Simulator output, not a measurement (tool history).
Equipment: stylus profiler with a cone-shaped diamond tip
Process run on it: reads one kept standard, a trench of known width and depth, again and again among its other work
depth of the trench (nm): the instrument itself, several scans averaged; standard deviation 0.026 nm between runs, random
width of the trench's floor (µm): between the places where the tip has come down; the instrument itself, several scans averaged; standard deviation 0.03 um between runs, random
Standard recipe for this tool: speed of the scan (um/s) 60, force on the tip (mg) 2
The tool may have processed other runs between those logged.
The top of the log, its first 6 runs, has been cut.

run,hour,speed of the scan (um/s),force on the tip (mg),depth of the trench (nm),width of the trench's floor (µm)
7,338.7,60,2,202.8,16.43
8,376.6,60,2.72,203.4,16.48
9,415.9,60,2.72,203.41,16.43
10,465.6,58,2,202.89,16.38
11,516.5,58,2,202.88,16.34
12,561,58,2,202.91,16.31
13,608.2,58,2,202.9,16.33
14,685,58,2,202.87,16.29
15,735.2,35,2,202.94,16.42
16,793.9,22,5.74,205.45,16.47
# hour 871.4: height scale calibrated on a step standard
17,873.9,22,5.74,204.98,16.39
18,913.8,22,5.74,204.92,16.44
19,968,22,5.74,204.98,16.42
20,1023.7,16,1.36,201.92,16.37
# hour 1067.2: new tip fitted, height scale calibrated
21,1083.5,99,3.46,203.67,17.65
22,1139.4,99,3.46,203.65,17.63
23,1181.9,99,3.46,203.7,17.53
24,1223,187,1.93,202.56,16.92
25,1275.7,39,4.98,204.71,17.82
26,1345.4,68,2.34,202.93,17.58
27,1391.9,25,2.47,203.04,17.69
28,1440.8,145,2.47,203.02,17.08
29,1511.3,145,2.47,203.11,17.06
30,1575.1,86,0.91,201.75,17.02

5 ways to go on from here, each from the tool as it stands after run 30. What would each give?
A,1637.5,86,0.9,?,?
B,1637.5,31,1.53,?,?
C,1637.5,86,2.57,?,?
D,1637.5,204,2,?,?
E,1637.5,60,1.2,?,?

run,depth of the trench (nm),width of the trench's floor (µm)
A,201.71,16.98
B,202.32,17.48
C,203.23,17.32
D,202.73,16.62
E,201.99,17.24
With the hidden condition removed and each run's random variation left untouched, the same runs would have given:
run,depth of the trench (nm),width of the trench's floor (µm)
A,201.41,17.36
B,202.02,17.85
C,202.92,17.7
D,202.42,17
E,201.69,17.61

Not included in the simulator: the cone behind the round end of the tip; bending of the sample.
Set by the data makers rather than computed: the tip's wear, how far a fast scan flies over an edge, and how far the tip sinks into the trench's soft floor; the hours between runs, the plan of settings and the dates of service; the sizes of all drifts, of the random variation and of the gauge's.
